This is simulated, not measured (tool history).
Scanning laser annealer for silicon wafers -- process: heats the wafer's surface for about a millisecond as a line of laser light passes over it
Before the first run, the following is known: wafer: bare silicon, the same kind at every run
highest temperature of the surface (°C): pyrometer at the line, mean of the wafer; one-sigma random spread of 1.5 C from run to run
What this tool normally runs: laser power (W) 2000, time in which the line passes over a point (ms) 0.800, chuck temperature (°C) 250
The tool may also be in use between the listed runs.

| run | hour | laser power (W) | time in which the line passes over a point (ms) | chuck temperature (°C) | highest temperature of the surface (°C) |
|---|---|---|---|---|---|
| 1 | 0.0 | 2000 | 0.800 | 250 | 969 |
| 2 | 30.5 | 2000 | 0.800 | 226 | 941 |
| 3 | 86.8 | 2000 | 0.800 | 226 | 940 |
| 4 | 139.1 | 2000 | 0.800 | 226 | 938 |
| 5 | 184.7 | 2000 | 0.800 | 259 | 968 |
| 6 | 228.0 | 2000 | 0.800 | 259 | 966 |
| 7 | 258.1 | 2056 | 0.800 | 250 | 974 |
|  | 300.5 | window over the wafer cleaned |
| 8 | 311.1 | 2056 | 0.800 | 250 | 1005 |
| 9 | 359.5 | 2000 | 0.800 | 250 | 984 |
| 10 | 412.8 | 2000 | 0.800 | 290 | 1024 |
| 11 | 438.1 | 2000 | 0.800 | 290 | 1022 |
| 12 | 468.6 | 2000 | 0.806 | 213 | 946 |
| 13 | 520.8 | 2000 | 0.800 | 221 | 949 |
| 14 | 567.0 | 2056 | 0.671 | 221 | 899 |
| 15 | 605.5 | 2157 | 0.717 | 250 | 987 |
| 16 | 653.9 | 2157 | 0.890 | 250 | 1071 |
|  | 674.9 | optics aligned, line set to its width |
| 17 | 687.0 | 2090 | 0.757 | 250 | 995 |
| 18 | 740.0 | 2090 | 0.757 | 250 | 992 |

Same runs, no hidden state in the tool, same run-to-run variation:
Hidden state present: light that passes the window, % of a clean one's; laser's true power over the reading, %; width of the line over the set one, %; drift of the gauge itself on peak_c, C.
| run | highest temperature of the surface (°C) |
|---|---|
| 1 | 1000 |
| 2 | 972 |
| 3 | 973 |
| 4 | 973 |
| 5 | 1004 |
| 6 | 1003 |
| 7 | 1013 |
| 8 | 1017 |
| 9 | 997 |
| 10 | 1038 |
| 11 | 1037 |
| 12 | 962 |
| 13 | 967 |
| 14 | 917 |
| 15 | 1008 |
| 16 | 1096 |
| 17 | 1006 |
| 18 | 1004 |
